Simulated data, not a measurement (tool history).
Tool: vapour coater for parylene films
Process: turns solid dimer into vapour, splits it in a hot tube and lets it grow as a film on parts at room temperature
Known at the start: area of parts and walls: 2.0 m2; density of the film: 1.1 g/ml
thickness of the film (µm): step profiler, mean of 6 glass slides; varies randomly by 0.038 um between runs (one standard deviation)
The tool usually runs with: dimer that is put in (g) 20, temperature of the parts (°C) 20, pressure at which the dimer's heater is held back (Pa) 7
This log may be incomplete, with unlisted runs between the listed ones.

run   hour  dimer that is put in (g)  temperature of the parts (°C)  pressure at which the dimer's heater is held back (Pa)  thickness of the film (µm)
  1      0                        20                             20                                                       7                        3.78
  2   26.9                        20                             24                                                       7                        3.56
  3   50.6                        20                             20                                                       7                        3.78
  4   78.3                        20                             20                                                       7                        3.75
  5    103                        20                             20                                                       7                        3.68
  6  119.9                        20                             20                                                    4.74                        3.96
  7  150.4                        20                             20                                                    4.74                        3.89
  8  180.5                        20                             20                                                       7                        3.69
  9  199.7                        20                             20                                                       7                        3.66
 10  228.4                        20                             20                                                       7                        3.62
 11  253.8                        20                             20                                                       7                        3.65
 12  269.4                        20                             20                                                       7                        3.61
 13    299                        16                             20                                                       7                        2.85
 14  318.6                        20                             27                                                       7                        3.16
     331.5  -- trap's valve overhauled
 15  337.7                        20                             27                                                       7                        3.61
 16  361.2                        20                             27                                                       7                        3.52
 17  390.9                        20                             27                                                    2.22                        4.33
 18  414.5                        20                             20                                                       7                        4.03
 19  442.3                        20                             20                                                       7                        3.95
 20  473.2                        20                             20                                                       7                        3.88
 21  502.9                        20                             20                                                       7                        3.79
 22  534.4                        20                             20                                                       7                        3.92
 23  568.8                        36                             14                                                    6.64                        7.67
 24  583.5                        20                             13                                                       7                        4.34
 25  600.8                        26                             22                                                       7                        4.83
     604.8  -- table's thermometer calibrated
 26    634                        26                             22                                                       7                        4.82
 27  652.8                         9                             29                                                   11.85                        1.34
 28    669                        34                             20                                                       7                        6.35
 29  701.9                        20                             22                                                    4.14                        3.87
     719.5  -- table's thermometer calibrated, once more
 30  732.1                        17                             13                                                    8.24                        3.48
 31  755.3                         8                             22                                                    5.09                        1.53
 32  788.5                         8                             22                                                    5.09                        1.52
 33  809.5                        20                             19                                                       7                        3.77
 34  825.7                        12                             20                                                    3.87                        2.42
 35  854.4                        19                             17                                                    2.32                        4.41
 36  869.2                        20                             17                                                    2.32                        4.63
 37  886.9                        17                             20                                                       7                        3.12
 38  908.3                        17                             20                                                    5.12                        3.26
 39  933.7                        20                             31                                                       7                        3.01
 40  953.8                        20                             31                                                       7                        3.02

What if the next run were any one of these 5? Each begins from the tool's condition after run 40:
  A  971.7                        20                             31                                                    7.05                           ?
  B  971.7                        20                             31                                                    2.93                           ?
  C  971.7                        20                             31                                                    2.23                           ?
  D  971.7                        28                             28                                                    2.68                           ?
  E  971.7                        34                             16                                                    3.99                           ?

run  thickness of the film (µm)
  A                        2.92
  B                        3.44
  C                        3.57
  D                        5.19
  E                         7.2
Had the tool no hidden state, the same runs would have come out as:
run  thickness of the film (µm)
  A                        3.33
  B                        3.93
  C                        4.08
  D                        5.91
  E                        8.21
